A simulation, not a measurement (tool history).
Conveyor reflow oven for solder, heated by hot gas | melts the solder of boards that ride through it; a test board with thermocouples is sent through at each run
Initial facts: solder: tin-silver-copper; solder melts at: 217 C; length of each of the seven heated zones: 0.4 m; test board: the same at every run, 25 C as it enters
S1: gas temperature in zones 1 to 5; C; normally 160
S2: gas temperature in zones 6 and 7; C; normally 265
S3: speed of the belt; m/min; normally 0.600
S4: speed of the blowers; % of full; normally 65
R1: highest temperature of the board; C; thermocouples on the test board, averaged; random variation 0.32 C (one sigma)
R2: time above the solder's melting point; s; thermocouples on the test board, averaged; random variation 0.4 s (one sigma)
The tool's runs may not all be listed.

{"run": 1, "hour": 0.0, "S1": 160, "S2": 265, "S3": 0.6, "S4": 65, "R1": 248.3, "R2": 52.3}
{"run": 2, "hour": 28.5, "S1": 160, "S2": 265, "S3": 0.6, "S4": 65, "R1": 248.4, "R2": 52.5}
{"run": 3, "hour": 51.3, "S1": 160, "S2": 265, "S3": 0.6, "S4": 65, "R1": 248.5, "R2": 52.2}
{"run": 4, "hour": 81.7, "S1": 160, "S2": 265, "S3": 0.6, "S4": 65, "R1": 248.4, "R2": 51.8}
{"run": 5, "hour": 98.8, "S1": 160, "S2": 265, "S3": 0.6, "S4": 73, "R1": 250.0, "R2": 53.9}
{"run": 6, "hour": 130.6, "S1": 149, "S2": 265, "S3": 0.6, "S4": 65, "R1": 245.6, "R2": 47.6}
{"run": 7, "hour": 148.4, "S1": 149, "S2": 265, "S3": 0.6, "S4": 65, "R1": 246.5, "R2": 47.3}
{"run": 8, "hour": 182.1, "S1": 149, "S2": 265, "S3": 0.6, "S4": 65, "R1": 246.6, "R2": 47.5}
{"run": 9, "hour": 219.2, "S1": 149, "S2": 265, "S3": 0.6, "S4": 65, "R1": 246.4, "R2": 47.3}
{"run": 10, "hour": 248.5, "S1": 149, "S2": 265, "S3": 0.5, "S4": 65, "R1": 252.4, "R2": 65.5}
{"run": 11, "hour": 269.1, "S1": 160, "S2": 262, "S3": 0.6, "S4": 65, "R1": 246.0, "R2": 49.4}
{"run": 12, "hour": 301.2, "S1": 160, "S2": 262, "S3": 0.6, "S4": 65, "R1": 245.1, "R2": 49.7}
{"run": 13, "hour": 323.4, "S1": 160, "S2": 262, "S3": 0.6, "S4": 65, "R1": 245.8, "R2": 49.6}
{"run": 14, "hour": 353.4, "S1": 160, "S2": 262, "S3": 0.6, "S4": 68, "R1": 245.5, "R2": 51.5}
{"run": 15, "hour": 388.4, "S1": 160, "S2": 262, "S3": 0.6, "S4": 68, "R1": 245.5, "R2": 50.4}
{"run": 16, "hour": 426.7, "S1": 160, "S2": 265, "S3": 0.6, "S4": 53, "R1": 245.6, "R2": 49.3}
{"run": 17, "hour": 446.1, "S1": 160, "S2": 259, "S3": 0.486, "S4": 65, "R1": 248.7, "R2": 67.7}
{"run": 18, "hour": 468.4, "S1": 168, "S2": 255, "S3": 0.6, "S4": 65, "R1": 240.9, "R2": 48.0}
{"run": 19, "hour": 503.7, "S1": 169, "S2": 265, "S3": 0.6, "S4": 80, "R1": 251.7, "R2": 58.9}
{"run": 20, "hour": 520.8, "S1": 169, "S2": 265, "S3": 0.714, "S4": 80, "R1": 246.6, "R2": 44.8}
{"run": 21, "hour": 544.0, "S1": 146, "S2": 277, "S3": 0.552, "S4": 66, "R1": 260.6, "R2": 62.7}
{"run": 22, "hour": 578.2, "S1": 146, "S2": 277, "S3": 0.6, "S4": 62, "R1": 256.3, "R2": 53.8}
{"run": 23, "hour": 602.3, "S1": 146, "S2": 277, "S3": 0.6, "S4": 62, "R1": 256.5, "R2": 53.5}
{"run": 24, "hour": 621.0, "S1": 146, "S2": 277, "S3": 0.6, "S4": 62, "R1": 256.2, "R2": 53.9}
{"run": 25, "hour": 640.0, "S1": 146, "S2": 277, "S3": 0.6, "S4": 62, "R1": 255.6, "R2": 53.7}
{"run": 26, "hour": 669.6, "S1": 160, "S2": 257, "S3": 0.611, "S4": 65, "R1": 240.3, "R2": 44.6}
{"run": 27, "hour": 690.8, "S1": 160, "S2": 265, "S3": 0.625, "S4": 65, "R1": 246.7, "R2": 47.8}
{"run": 28, "hour": 719.7, "S1": 160, "S2": 265, "S3": 0.625, "S4": 65, "R1": 246.9, "R2": 48.8}
{"run": 29, "hour": 744.2, "S1": 160, "S2": 265, "S3": 0.625, "S4": 65, "R1": 246.9, "R2": 48.1}
{"run": 30, "hour": 768.8, "S1": 170, "S2": 279, "S3": 0.609, "S4": 65, "R1": 261.5, "R2": 63.3}
{"hour": 777.0, "done": "flux residue cleaned out of gas plates and filters"}
{"run": 31, "hour": 796.0, "S1": 145, "S2": 263, "S3": 0.578, "S4": 63, "R1": 245.0, "R2": 47.5}
{"run": 32, "hour": 822.7, "S1": 145, "S2": 263, "S3": 0.578, "S4": 63, "R1": 244.8, "R2": 47.2}

Alternative continuations, all from the tool just after run 32; predict every row:
{"run": "A", "hour": 843.2, "S1": 160, "S2": 262, "S3": 0.6, "S4": 65, "R1": "?", "R2": "?"}
{"run": "B", "hour": 843.2, "S1": 169, "S2": 261, "S3": 0.553, "S4": 65, "R1": "?", "R2": "?"}
{"run": "C", "hour": 843.2, "S1": 145, "S2": 280, "S3": 0.578, "S4": 63, "R1": "?", "R2": "?"}

run=A R1=245.5 R2=50.8
run=B R1=248.9 R2=61.6
run=C R1=260.2 R2=59.2
Without the tool's hidden state the same runs would have given:
run=A R1=245.6 R2=50.9
run=B R1=249.0 R2=61.6
run=C R1=260.3 R2=59.2

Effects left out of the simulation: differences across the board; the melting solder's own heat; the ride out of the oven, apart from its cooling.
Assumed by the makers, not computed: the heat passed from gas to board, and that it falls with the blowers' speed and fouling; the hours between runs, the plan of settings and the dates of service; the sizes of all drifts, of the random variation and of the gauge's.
